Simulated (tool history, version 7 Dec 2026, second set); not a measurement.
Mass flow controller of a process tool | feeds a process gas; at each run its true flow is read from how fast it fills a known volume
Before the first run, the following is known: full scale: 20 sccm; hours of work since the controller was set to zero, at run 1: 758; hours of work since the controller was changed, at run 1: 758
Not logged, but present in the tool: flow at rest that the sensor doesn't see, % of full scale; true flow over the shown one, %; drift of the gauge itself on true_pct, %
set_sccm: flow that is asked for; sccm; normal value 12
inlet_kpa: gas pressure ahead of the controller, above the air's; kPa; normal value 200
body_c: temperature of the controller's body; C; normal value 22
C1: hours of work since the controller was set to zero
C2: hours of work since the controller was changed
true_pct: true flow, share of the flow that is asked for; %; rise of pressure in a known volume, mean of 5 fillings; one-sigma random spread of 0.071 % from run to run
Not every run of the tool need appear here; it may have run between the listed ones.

Run 1, hour 0: usual settings; C1 758; C2 758. Result: true_pct 100.14 %.
Run 2, hour 73.9: usual settings; C1 781; C2 781. Result: true_pct 100.12 %.
Run 3, hour 142.5: usual settings; C1 802; C2 802. Result: true_pct 100.14 %.
Run 4, hour 215.1: usual settings; C1 824; C2 824. Result: true_pct 100.13 %.
Run 5, hour 310.5: usual settings; C1 853; C2 853. Result: true_pct 100 %.
Run 6, hour 370.8: usual settings; C1 871; C2 871. Result: true_pct 99.97 %.
Run 7, hour 489: usual settings; C1 907; C2 907. Result: true_pct 99.95 %.
Run 8, hour 610.2: usual settings; C1 944; C2 944. Result: true_pct 99.81 %.
Run 9, hour 674.2: usual settings; C1 963; C2 963. Result: true_pct 99.91 %.
Run 10, hour 815.7: usual settings; C1 1006; C2 1006. Result: true_pct 99.91 %.
Run 11, hour 928.4: usual settings; C1 1041; C2 1041. Result: true_pct 99.94 %.
Run 12, hour 1029.2: usual settings; C1 1071; C2 1071. Result: true_pct 99.76 %.
Run 13, hour 1154.8: usual settings; C1 1110; C2 1110. Result: true_pct 99.67 %.
Run 14, hour 1251.1: usual settings but inlet_kpa 175 kPa; C1 1139; C2 1139. Result: true_pct 99.41 %.
Run 15, hour 1351.8: usual settings but inlet_kpa 175 kPa; C1 1170; C2 1170. Result: true_pct 99.51 %.
Run 16, hour 1449.6: usual settings but inlet_kpa 175 kPa; C1 1199; C2 1199. Result: true_pct 99.46 %.
Run 17, hour 1567.5: usual settings but inlet_kpa 175 kPa, body_c 30 C; C1 1235; C2 1235. Result: true_pct 98.59 %.
Run 18, hour 1662.6: usual settings but set_sccm 8 sccm, inlet_kpa 171 kPa, body_c 32 C; C1 1264; C2 1264. Result: true_pct 98.21 %.
Run 19, hour 1762.2: usual settings but set_sccm 8 sccm, inlet_kpa 171 kPa, body_c 32 C; C1 1294; C2 1294. Result: true_pct 98.18 %.
At hour 1799.4: gauge calibrated.
Run 20, hour 1882.9: usual settings but set_sccm 8 sccm, inlet_kpa 171 kPa, body_c 32 C; C1 1331; C2 1331. Result: true_pct 98.85 %.
Run 21, hour 1955.4: usual settings but set_sccm 6 sccm, inlet_kpa 267 kPa; C1 1353; C2 1353. Result: true_pct 100.32 %.
Run 22, hour 2041.6: usual settings but set_sccm 6 sccm, inlet_kpa 267 kPa; C1 1379; C2 1379. Result: true_pct 100.27 %.
Run 23, hour 2154.6: usual settings but body_c 31 C; C1 1414; C2 1414. Result: true_pct 99.06 %.
Run 24, hour 2261.4: usual settings but body_c 23 C; C1 1446; C2 1446. Result: true_pct 99.92 %.
Run 25, hour 2396.3: usual settings but set_sccm 17 sccm, inlet_kpa 184 kPa, body_c 24 C; C1 1487; C2 1487. Result: true_pct 99.63 %.
Run 26, hour 2522.9: usual settings but set_sccm 7 sccm; C1 1526; C2 1526. Result: true_pct 99.89 %.
Run 27, hour 2612.8: usual settings but set_sccm 7 sccm; C1 1553; C2 1553. Result: true_pct 99.73 %.
Run 28, hour 2684.9: usual settings but set_sccm 2 sccm, inlet_kpa 155 kPa, body_c 36 C; C1 1575; C2 1575. Result: true_pct 97.92 %.
Run 29, hour 2793.3: usual settings but inlet_kpa 276 kPa, body_c 24 C; C1 1608; C2 1608. Result: true_pct 99.9 %.
Run 30, hour 2932.6: usual settings but inlet_kpa 276 kPa, body_c 24 C; C1 1650; C2 1650. Result: true_pct 99.74 %.
Run 31, hour 3062.7: usual settings but inlet_kpa 258 kPa, body_c 32 C; C1 1690; C2 1690. Result: true_pct 98.7 %.
Run 32, hour 3130.7: usual settings but inlet_kpa 155 kPa, body_c 24 C; C1 1710; C2 1710. Result: true_pct 99.32 %.
Run 33, hour 3204.5: usual settings but set_sccm 10 sccm; C1 1733; C2 1733. Result: true_pct 99.53 %.
Run 34, hour 3300.3: usual settings but set_sccm 7 sccm, inlet_kpa 144 kPa; C1 1762; C2 1762. Result: true_pct 99.37 %.

Alternative continuations, all from the tool just after run 34; predict every row:
Run A, hour 3420.5: usual settings but set_sccm 9 sccm, body_c 38 C; C1 1799; C2 1799. Result: true_pct ?.
Run B, hour 3420.5: usual settings but set_sccm 3 sccm, inlet_kpa 186 kPa; C1 1799; C2 1799. Result: true_pct ?.
Run C, hour 3420.5: usual settings but set_sccm 6 sccm, inlet_kpa 144 kPa, body_c 39 C; C1 1799; C2 1799. Result: true_pct ?.

run  true_pct
  A     97.76
  B     99.46
  C     97.37
Take away the tool's hidden state, keep each run's random variation, and the runs would have read:
run  true_pct
  A     98.47
  B    100.18
  C     98.08
